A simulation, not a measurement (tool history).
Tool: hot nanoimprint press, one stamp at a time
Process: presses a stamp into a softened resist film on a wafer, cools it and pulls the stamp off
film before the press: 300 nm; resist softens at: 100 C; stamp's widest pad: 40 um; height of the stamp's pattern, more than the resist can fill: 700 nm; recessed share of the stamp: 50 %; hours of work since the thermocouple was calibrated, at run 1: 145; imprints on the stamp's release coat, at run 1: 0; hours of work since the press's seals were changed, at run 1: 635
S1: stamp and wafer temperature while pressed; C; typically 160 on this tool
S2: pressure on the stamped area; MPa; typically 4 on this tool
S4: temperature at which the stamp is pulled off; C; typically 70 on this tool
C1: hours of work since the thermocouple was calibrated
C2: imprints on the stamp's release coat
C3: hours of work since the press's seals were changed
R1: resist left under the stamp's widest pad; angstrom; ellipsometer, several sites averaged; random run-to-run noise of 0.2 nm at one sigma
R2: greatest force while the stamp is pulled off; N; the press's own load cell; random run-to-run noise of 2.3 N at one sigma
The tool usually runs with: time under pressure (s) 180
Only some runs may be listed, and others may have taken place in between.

{"run": 1, "day": 0.0, "S1": 160, "S2": 4, "time under pressure (s)": 180, "S4": 70, "C1": 145, "C2": 0, "C3": 635, "R1": 1127, "R2": 234}
{"run": 2, "day": 1.575, "S1": 160, "S2": 6.11, "time under pressure (s)": 180, "S4": 70, "C1": 170, "C2": 157, "C3": 660, "R1": 928, "R2": 241}
{"run": 3, "day": 2.85, "S1": 160, "S2": 6.11, "time under pressure (s)": 180, "S4": 64, "C1": 191, "C2": 285, "C3": 681, "R1": 923, "R2": 274}
{"run": 4, "day": 4.325, "S1": 160, "S2": 4, "time under pressure (s)": 180, "S4": 70, "C1": 214, "C2": 432, "C3": 704, "R1": 1119, "R2": 259}
{"run": 5, "day": 6.162, "S1": 160, "S2": 4, "time under pressure (s)": 180, "S4": 70, "C1": 244, "C2": 615, "C3": 734, "R1": 1110, "R2": 264}
{"day": 7.012, "done": "plate thermocouple calibrated"}
{"run": 6, "day": 7.571, "S1": 160, "S2": 4, "time under pressure (s)": 180, "S4": 70, "C1": 9, "C2": 744, "C3": 755, "R1": 1076, "R2": 266}
{"run": 7, "day": 9.208, "S1": 168, "S2": 4, "time under pressure (s)": 180, "S4": 70, "C1": 35, "C2": 907, "C3": 781, "R1": 763, "R2": 271}
{"day": 9.733, "done": "stamp cleaned and given a new release coat"}
{"day": 10.571, "done": "plate thermocouple calibrated, once more"}
{"run": 8, "day": 10.571, "S1": 168, "S2": 4, "time under pressure (s)": 181, "S4": 70, "C1": 0, "C2": 71, "C3": 797, "R1": 833, "R2": 239}
{"run": 9, "day": 12.608, "S1": 150, "S2": 4, "time under pressure (s)": 180, "S4": 70, "C1": 33, "C2": 274, "C3": 830, "R1": 1822, "R2": 247}
{"run": 10, "day": 13.792, "S1": 160, "S2": 4, "time under pressure (s)": 180, "S4": 70, "C1": 52, "C2": 392, "C3": 848, "R1": 1169, "R2": 258}
{"run": 11, "day": 15.746, "S1": 160, "S2": 4, "time under pressure (s)": 180, "S4": 70, "C1": 83, "C2": 587, "C3": 880, "R1": 1161, "R2": 271}
{"run": 12, "day": 17.571, "S1": 160, "S2": 4, "time under pressure (s)": 180, "S4": 63, "C1": 112, "C2": 770, "C3": 909, "R1": 1159, "R2": 312}
{"run": 13, "day": 19.058, "S1": 160, "S2": 4, "time under pressure (s)": 180, "S4": 63, "C1": 136, "C2": 919, "C3": 933, "R1": 1149, "R2": 325}
{"day": 19.479, "done": "stamp cleaned and given a new release coat"}
{"run": 14, "day": 20.217, "S1": 160, "S2": 4, "time under pressure (s)": 180, "S4": 63, "C1": 151, "C2": 74, "C3": 948, "R1": 1150, "R2": 271}
{"run": 15, "day": 21.738, "S1": 155, "S2": 4, "time under pressure (s)": 180, "S4": 63, "C1": 175, "C2": 226, "C3": 972, "R1": 1431, "R2": 277}
{"run": 16, "day": 22.7, "S1": 155, "S2": 4, "time under pressure (s)": 180, "S4": 63, "C1": 191, "C2": 322, "C3": 988, "R1": 1429, "R2": 286}
{"run": 17, "day": 23.842, "S1": 155, "S2": 4, "time under pressure (s)": 180, "S4": 63, "C1": 209, "C2": 436, "C3": 1006, "R1": 1424, "R2": 289}
{"run": 18, "day": 25.05, "S1": 155, "S2": 4.92, "time under pressure (s)": 281, "S4": 63, "C1": 229, "C2": 557, "C3": 1025, "R1": 1096, "R2": 304}
{"run": 19, "day": 26.671, "S1": 155, "S2": 4.92, "time under pressure (s)": 281, "S4": 63, "C1": 255, "C2": 719, "C3": 1051, "R1": 1086, "R2": 310}
{"day": 26.921, "done": "plate thermocouple calibrated"}
{"run": 20, "day": 28.121, "S1": 155, "S2": 4.92, "time under pressure (s)": 281, "S4": 63, "C1": 19, "C2": 851, "C3": 1073, "R1": 1144, "R2": 322}
{"day": 29.283, "done": "stamp cleaned and given a new release coat"}
{"run": 21, "day": 29.762, "S1": 160, "S2": 4.19, "time under pressure (s)": 180, "S4": 69, "C1": 42, "C2": 48, "C3": 1095, "R1": 1154, "R2": 241}
{"day": 30.433, "done": "press's hydraulic seals changed and the load cell set to zero"}
{"run": 22, "day": 31.471, "S1": 162, "S2": 4, "time under pressure (s)": 184, "S4": 70, "C1": 64, "C2": 186, "C3": 17, "R1": 1017, "R2": 247}
{"run": 23, "day": 32.658, "S1": 160, "S2": 2.58, "time under pressure (s)": 180, "S4": 70, "C1": 83, "C2": 304, "C3": 36, "R1": 1372, "R2": 250}
{"run": 24, "day": 34.146, "S1": 160, "S2": 2.58, "time under pressure (s)": 180, "S4": 70, "C1": 107, "C2": 453, "C3": 60, "R1": 1367, "R2": 256}
{"run": 25, "day": 35.8, "S1": 152, "S2": 2.58, "time under pressure (s)": 180, "S4": 68, "C1": 133, "C2": 618, "C3": 86, "R1": 1879, "R2": 280}
{"run": 26, "day": 37.338, "S1": 152, "S2": 2.58, "time under pressure (s)": 180, "S4": 66, "C1": 158, "C2": 771, "C3": 111, "R1": 1876, "R2": 299}
{"run": 27, "day": 38.188, "S1": 152, "S2": 2.58, "time under pressure (s)": 180, "S4": 66, "C1": 172, "C2": 856, "C3": 125, "R1": 1874, "R2": 298}
{"day": 39.358, "done": "stamp cleaned and given a new release coat"}
{"run": 28, "day": 40.188, "S1": 152, "S2": 2.58, "time under pressure (s)": 109, "S4": 66, "C1": 200, "C2": 83, "C3": 153, "R1": 2133, "R2": 258}
{"run": 29, "day": 41.338, "S1": 155, "S2": 4, "time under pressure (s)": 180, "S4": 69, "C1": 218, "C2": 198, "C3": 171, "R1": 1370, "R2": 259}
{"run": 30, "day": 42.854, "S1": 155, "S2": 4, "time under pressure (s)": 180, "S4": 69, "C1": 243, "C2": 349, "C3": 196, "R1": 1363, "R2": 258}
{"day": 43.917, "done": "plate thermocouple calibrated"}
{"run": 31, "day": 44.575, "S1": 163, "S2": 2.93, "time under pressure (s)": 104, "S4": 69, "C1": 11, "C2": 509, "C3": 221, "R1": 1408, "R2": 266}

A few steps of R1 between consecutive runs. Split each: what settings, incoming material and random variation would produce without the hidden state, and what is left over for the hidden state, along with gauge scatter present in only one of the two compared results (measured, and without hidden state):
Unlogged tool condition in this case: true temperature over the reading, C; pressure that arrives at the usual setting, %; grip of the stamp's worn release coat, % over a new coat's; drift of the gauge itself on residual_nm, %; drift of the gauge itself on pull_off_n, %.
Run 7 -> 8: time under pressure (s) 180 -> 181, stamp cleaned and given a new release coat, plate thermocouple calibrated, once more. R1 +70 angstrom: hidden state +70, all else +0.
Run 8 -> 9: S1 168 -> 150, time under pressure (s) 181 -> 180. R1 +989 angstrom: hidden state +15, all else +974.
Run 9 -> 10: S1 150 -> 160. R1 -653 angstrom: hidden state -13, all else -640.
Run 19 -> 20: plate thermocouple calibrated. R1 +58 angstrom: hidden state +53, all else +5.
Run 21 -> 22: S1 160 -> 162, S2 4.19 -> 4, time under pressure (s) 180 -> 184, S4 69 -> 70, press's hydraulic seals changed and the load cell set to zero. R1 -137 angstrom: hidden state -56, all else -81.
Run 28 -> 29: S1 152 -> 155, S2 2.58 -> 4, time under pressure (s) 109 -> 180, S4 66 -> 69. R1 -763 angstrom: hidden state +0, all else -763.

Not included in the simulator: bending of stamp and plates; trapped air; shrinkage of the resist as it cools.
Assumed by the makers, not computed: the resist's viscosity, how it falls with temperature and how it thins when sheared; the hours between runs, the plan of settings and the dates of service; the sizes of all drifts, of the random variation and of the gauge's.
